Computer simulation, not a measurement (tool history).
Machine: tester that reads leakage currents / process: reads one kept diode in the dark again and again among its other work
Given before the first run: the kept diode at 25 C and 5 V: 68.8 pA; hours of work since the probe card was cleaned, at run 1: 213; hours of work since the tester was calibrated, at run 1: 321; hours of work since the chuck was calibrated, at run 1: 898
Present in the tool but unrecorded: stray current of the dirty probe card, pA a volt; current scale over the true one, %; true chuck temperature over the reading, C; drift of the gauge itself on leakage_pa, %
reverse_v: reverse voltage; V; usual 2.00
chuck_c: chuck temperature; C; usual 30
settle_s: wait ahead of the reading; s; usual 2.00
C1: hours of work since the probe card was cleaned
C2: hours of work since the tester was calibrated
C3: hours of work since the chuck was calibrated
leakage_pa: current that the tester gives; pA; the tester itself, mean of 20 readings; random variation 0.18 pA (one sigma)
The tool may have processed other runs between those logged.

{"run": 1, "day": 0.0, "reverse_v": 2.0, "chuck_c": 30, "settle_s": 2.0, "C1": 213, "C2": 321, "C3": 898, "leakage_pa": 59.17}
{"run": 2, "day": 1.942, "reverse_v": 2.0, "chuck_c": 30, "settle_s": 2.0, "C1": 243, "C2": 351, "C3": 928, "leakage_pa": 59.37}
{"run": 3, "day": 5.996, "reverse_v": 2.0, "chuck_c": 30, "settle_s": 2.0, "C1": 306, "C2": 414, "C3": 991, "leakage_pa": 59.27}
{"run": 4, "day": 10.217, "reverse_v": 2.0, "chuck_c": 30, "settle_s": 2.0, "C1": 371, "C2": 479, "C3": 1057, "leakage_pa": 59.27}
{"run": 5, "day": 14.483, "reverse_v": 2.0, "chuck_c": 30, "settle_s": 0.62, "C1": 437, "C2": 545, "C3": 1122, "leakage_pa": 59.52}
{"run": 6, "day": 18.633, "reverse_v": 2.0, "chuck_c": 30, "settle_s": 0.46, "C1": 501, "C2": 609, "C3": 1187, "leakage_pa": 60.52}
{"run": 7, "day": 20.7, "reverse_v": 2.0, "chuck_c": 21, "settle_s": 2.0, "C1": 533, "C2": 641, "C3": 1219, "leakage_pa": 29.4}
{"run": 8, "day": 22.733, "reverse_v": 2.0, "chuck_c": 21, "settle_s": 2.0, "C1": 565, "C2": 673, "C3": 1250, "leakage_pa": 29.22}
{"run": 9, "day": 26.117, "reverse_v": 2.0, "chuck_c": 21, "settle_s": 2.0, "C1": 617, "C2": 725, "C3": 1302, "leakage_pa": 29.04}
{"run": 10, "day": 30.317, "reverse_v": 2.0, "chuck_c": 21, "settle_s": 2.0, "C1": 682, "C2": 790, "C3": 1368, "leakage_pa": 28.98}
{"day": 32.112, "done": "chuck's temperature calibrated"}
{"run": 11, "day": 33.529, "reverse_v": 2.0, "chuck_c": 21, "settle_s": 2.0, "C1": 730, "C2": 839, "C3": 22, "leakage_pa": 28.94}
{"run": 12, "day": 35.596, "reverse_v": 2.0, "chuck_c": 21, "settle_s": 2.0, "C1": 762, "C2": 870, "C3": 54, "leakage_pa": 28.99}
{"run": 13, "day": 39.05, "reverse_v": 2.0, "chuck_c": 21, "settle_s": 2.0, "C1": 816, "C2": 924, "C3": 107, "leakage_pa": 29.06}
{"run": 14, "day": 42.75, "reverse_v": 2.0, "chuck_c": 21, "settle_s": 2.0, "C1": 873, "C2": 981, "C3": 165, "leakage_pa": 29.09}
{"run": 15, "day": 46.333, "reverse_v": 2.0, "chuck_c": 30, "settle_s": 2.0, "C1": 928, "C2": 1037, "C3": 220, "leakage_pa": 59.18}
{"run": 16, "day": 49.104, "reverse_v": 2.0, "chuck_c": 30, "settle_s": 2.0, "C1": 971, "C2": 1080, "C3": 263, "leakage_pa": 59.21}
{"run": 17, "day": 52.104, "reverse_v": 2.0, "chuck_c": 30, "settle_s": 2.0, "C1": 1018, "C2": 1126, "C3": 309, "leakage_pa": 59.1}
{"run": 18, "day": 54.146, "reverse_v": 2.0, "chuck_c": 30, "settle_s": 2.0, "C1": 1049, "C2": 1157, "C3": 341, "leakage_pa": 59.34}
{"run": 19, "day": 58.033, "reverse_v": 2.0, "chuck_c": 30, "settle_s": 2.0, "C1": 1110, "C2": 1218, "C3": 401, "leakage_pa": 58.99}
{"run": 20, "day": 61.221, "reverse_v": 2.33, "chuck_c": 30, "settle_s": 2.0, "C1": 1159, "C2": 1267, "C3": 450, "leakage_pa": 64.87}
{"run": 21, "day": 64.321, "reverse_v": 2.33, "chuck_c": 30, "settle_s": 2.0, "C1": 1207, "C2": 1315, "C3": 498, "leakage_pa": 64.98}
{"day": 65.208, "done": "probe card cleaned and baked"}
{"run": 22, "day": 67.708, "reverse_v": 2.33, "chuck_c": 30, "settle_s": 2.0, "C1": 39, "C2": 1365, "C3": 549, "leakage_pa": 65.04}
{"run": 23, "day": 71.321, "reverse_v": 6.4, "chuck_c": 45, "settle_s": 0.96, "C1": 95, "C2": 1421, "C3": 605, "leakage_pa": 357.77}
{"run": 24, "day": 75.554, "reverse_v": 4.93, "chuck_c": 45, "settle_s": 3.07, "C1": 160, "C2": 1487, "C3": 670, "leakage_pa": 303.55}
{"run": 25, "day": 79.471, "reverse_v": 16.95, "chuck_c": 23, "settle_s": 0.5, "C1": 221, "C2": 1547, "C3": 731, "leakage_pa": 132.18}
{"run": 26, "day": 82.038, "reverse_v": 16.95, "chuck_c": 23, "settle_s": 0.5, "C1": 260, "C2": 1587, "C3": 771, "leakage_pa": 131.72}
{"run": 27, "day": 85.65, "reverse_v": 3.37, "chuck_c": 41, "settle_s": 0.39, "C1": 316, "C2": 1643, "C3": 826, "leakage_pa": 185.99}
{"run": 28, "day": 88.108, "reverse_v": 3.37, "chuck_c": 41, "settle_s": 0.39, "C1": 354, "C2": 1681, "C3": 864, "leakage_pa": 184.99}
{"run": 29, "day": 90.783, "reverse_v": 6.93, "chuck_c": 40, "settle_s": 2.0, "C1": 396, "C2": 1722, "C3": 906, "leakage_pa": 262.31}
{"run": 30, "day": 93.738, "reverse_v": 6.93, "chuck_c": 40, "settle_s": 2.0, "C1": 441, "C2": 1768, "C3": 952, "leakage_pa": 262.72}
{"run": 31, "day": 98.008, "reverse_v": 6.93, "chuck_c": 40, "settle_s": 2.0, "C1": 508, "C2": 1834, "C3": 1018, "leakage_pa": 262.67}
{"run": 32, "day": 101.608, "reverse_v": 6.93, "chuck_c": 40, "settle_s": 2.0, "C1": 563, "C2": 1890, "C3": 1073, "leakage_pa": 261.98}
{"run": 33, "day": 105.138, "reverse_v": 6.93, "chuck_c": 40, "settle_s": 2.0, "C1": 618, "C2": 1945, "C3": 1128, "leakage_pa": 261.63}
{"run": 34, "day": 108.517, "reverse_v": 2.0, "chuck_c": 30, "settle_s": 8.62, "C1": 670, "C2": 1997, "C3": 1180, "leakage_pa": 59.19}
{"run": 35, "day": 110.608, "reverse_v": 8.06, "chuck_c": 30, "settle_s": 3.25, "C1": 702, "C2": 2029, "C3": 1213, "leakage_pa": 137.11}
{"run": 36, "day": 113.408, "reverse_v": 8.06, "chuck_c": 27, "settle_s": 0.91, "C1": 746, "C2": 2072, "C3": 1256, "leakage_pa": 110.39}
{"run": 37, "day": 117.8, "reverse_v": 2.0, "chuck_c": 20, "settle_s": 2.82, "C1": 814, "C2": 2140, "C3": 1324, "leakage_pa": 26.92}
{"run": 38, "day": 120.408, "reverse_v": 2.0, "chuck_c": 20, "settle_s": 2.82, "C1": 854, "C2": 2181, "C3": 1364, "leakage_pa": 26.78}
{"day": 122.446, "done": "chuck's temperature calibrated"}
{"run": 39, "day": 123.283, "reverse_v": 1.15, "chuck_c": 41, "settle_s": 2.82, "C1": 897, "C2": 2224, "C3": 13, "leakage_pa": 95.39}
{"run": 40, "day": 126.271, "reverse_v": 6.77, "chuck_c": 30, "settle_s": 2.14, "C1": 944, "C2": 2270, "C3": 59, "leakage_pa": 122.93}

Selected run-to-run steps in leakage_pa, each split into two signed amounts: the part the tool would show with no hidden state at all (from settings, incoming material and random variation), and the remainder, which goes to the hidden state together with any gauge scatter not common to the measured and the hidden-state-free results:
Run 22 -> 23: reverse_v 2.33 -> 6.40, chuck_c 30 -> 45, settle_s 2.00 -> 0.96. leakage_pa +292.73 pA: hidden state +0.09, all else +292.64.
Run 24 -> 25: reverse_v 4.93 -> 16.95, chuck_c 45 -> 23, settle_s 3.07 -> 0.50. leakage_pa -171.37 pA: hidden state -0.03, all else -171.34.
Run 33 -> 34: reverse_v 6.93 -> 2.00, chuck_c 40 -> 30, settle_s 2.00 -> 8.62. leakage_pa -202.44 pA: hidden state -0.17, all else -202.27.
Run 34 -> 35: reverse_v 2.00 -> 8.06, settle_s 8.62 -> 3.25. leakage_pa +77.92 pA: hidden state +0.11, all else +77.81.
Run 36 -> 37: reverse_v 8.06 -> 2.00, chuck_c 27 -> 20, settle_s 0.91 -> 2.82. leakage_pa -83.47 pA: hidden state -0.12, all else -83.35.
